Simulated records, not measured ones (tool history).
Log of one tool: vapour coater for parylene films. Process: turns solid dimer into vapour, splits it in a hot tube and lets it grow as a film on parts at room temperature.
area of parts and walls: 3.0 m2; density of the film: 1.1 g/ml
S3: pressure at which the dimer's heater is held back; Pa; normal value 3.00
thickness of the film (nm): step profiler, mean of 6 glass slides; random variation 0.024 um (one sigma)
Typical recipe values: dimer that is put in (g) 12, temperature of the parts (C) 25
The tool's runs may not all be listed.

Run 1, hour 0.0: usual settings. Result: thickness of the film (nm) 3040.
Run 2, hour 40.3: usual settings but dimer that is put in (g) 13. Result: thickness of the film (nm) 3280.
Run 3, hour 76.0: usual settings but dimer that is put in (g) 13. Result: thickness of the film (nm) 3220.
Run 4, hour 95.9: usual settings but dimer that is put in (g) 13, S3 3.09 Pa. Result: thickness of the film (nm) 3190.
Run 5, hour 133.8: usual settings but dimer that is put in (g) 13, S3 3.09 Pa. Result: thickness of the film (nm) 3200.
Run 6, hour 171.6: usual settings but dimer that is put in (g) 13, S3 3.09 Pa. Result: thickness of the film (nm) 3190.
Run 7, hour 188.1: usual settings but dimer that is put in (g) 13, S3 3.09 Pa. Result: thickness of the film (nm) 3170.
Run 8, hour 205.7: usual settings but dimer that is put in (g) 13, S3 3.09 Pa. Result: thickness of the film (nm) 3150.

What does the tool deliver on the next run?
Run 9, hour 228.0: usual settings but dimer that is put in (g) 7, temperature of the parts (C) 19, S3 2.61 Pa. Result: thickness of the film (nm) ?.

thickness of the film (nm): 2020
Take away the tool's hidden state, keep the run-to-run variation as it was, and the same run would have given thickness of the film (nm) 2090.
